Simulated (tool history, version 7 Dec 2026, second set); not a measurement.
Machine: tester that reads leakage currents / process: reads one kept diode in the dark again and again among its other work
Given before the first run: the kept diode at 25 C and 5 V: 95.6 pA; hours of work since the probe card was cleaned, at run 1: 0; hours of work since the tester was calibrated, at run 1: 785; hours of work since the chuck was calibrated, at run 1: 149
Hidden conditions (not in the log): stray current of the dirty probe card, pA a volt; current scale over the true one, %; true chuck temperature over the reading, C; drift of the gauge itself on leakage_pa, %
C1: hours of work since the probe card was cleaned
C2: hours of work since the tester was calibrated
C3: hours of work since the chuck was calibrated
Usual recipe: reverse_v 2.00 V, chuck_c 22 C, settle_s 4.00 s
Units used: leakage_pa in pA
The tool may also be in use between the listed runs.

Run 1, hour 0.0: usual settings; C1 0; C2 785; C3 149. Result: leakage_pa 46.59 pA.
Run 2, hour 38.6: usual settings; C1 29; C2 815; C3 178. Result: leakage_pa 46.65 pA.
Run 3, hour 73.1: usual settings; C1 55; C2 841; C3 204. Result: leakage_pa 46.53 pA.
Run 4, hour 109.5: usual settings; C1 83; C2 869; C3 232. Result: leakage_pa 46.56 pA.
Run 5, hour 150.1: usual settings; C1 114; C2 899; C3 263. Result: leakage_pa 46.89 pA.
Run 6, hour 175.4: usual settings but settle_s 3.86 s; C1 133; C2 918; C3 282. Result: leakage_pa 46.93 pA.
Run 7, hour 211.2: usual settings but settle_s 0.48 s; C1 160; C2 946; C3 309. Result: leakage_pa 48.02 pA.
Run 8, hour 236.2: usual settings but settle_s 0.48 s; C1 179; C2 965; C3 328. Result: leakage_pa 47.86 pA.
Run 9, hour 262.4: usual settings but settle_s 0.48 s; C1 199; C2 985; C3 348. Result: leakage_pa 47.90 pA.
Run 10, hour 288.6: usual settings but settle_s 0.48 s; C1 219; C2 1004; C3 368. Result: leakage_pa 48.08 pA.
Run 11, hour 334.5: usual settings but settle_s 0.48 s; C1 254; C2 1039; C3 403. Result: leakage_pa 47.72 pA.
Run 12, hour 383.0: usual settings but settle_s 0.48 s; C1 291; C2 1076; C3 440. Result: leakage_pa 48.04 pA.
Run 13, hour 419.6: usual settings but reverse_v 12.11 V, settle_s 0.48 s; C1 318; C2 1104; C3 467. Result: leakage_pa 119.18 pA.
Run 14, hour 468.7: usual settings but reverse_v 12.11 V, settle_s 0.48 s; C1 356; C2 1141; C3 505. Result: leakage_pa 118.83 pA.
Run 15, hour 508.8: usual settings but reverse_v 12.11 V, settle_s 0.48 s; C1 386; C2 1171; C3 535. Result: leakage_pa 118.97 pA.
Run 16, hour 541.7: usual settings but reverse_v 12.11 V, settle_s 1.91 s; C1 411; C2 1196; C3 560. Result: leakage_pa 112.61 pA.
Run 17, hour 591.5: usual settings but settle_s 6.94 s; C1 449; C2 1234; C3 598. Result: leakage_pa 46.58 pA.
Run 18, hour 619.1: usual settings but settle_s 0.54 s; C1 470; C2 1255; C3 619. Result: leakage_pa 47.99 pA.
Run 19, hour 644.6: usual settings but settle_s 0.54 s; C1 489; C2 1274; C3 638. Result: leakage_pa 47.70 pA.
Run 20, hour 691.1: usual settings but settle_s 0.54 s; C1 524; C2 1310; C3 673. Result: leakage_pa 47.52 pA.
At hour 713.4: chuck's temperature calibrated.
Run 21, hour 742.1: usual settings but reverse_v 6.61 V, chuck_c 21 C; C1 561; C2 1347; C3 22. Result: leakage_pa 75.96 pA.
Run 22, hour 770.1: usual settings but reverse_v 1.48 V, chuck_c 30 C, settle_s 3.16 s; C1 583; C2 1368; C3 43. Result: leakage_pa 84.59 pA.

Forecast run 23:
Run 23, hour 805.8: usual settings but reverse_v 1.57 V, settle_s 9.10 s; C1 610; C2 1395; C3 70. Result: leakage_pa ?.

leakage_pa: 41.71 pA
With the hidden condition absent and the run-to-run variation left alone, this run would have shown leakage_pa 41.71 pA.
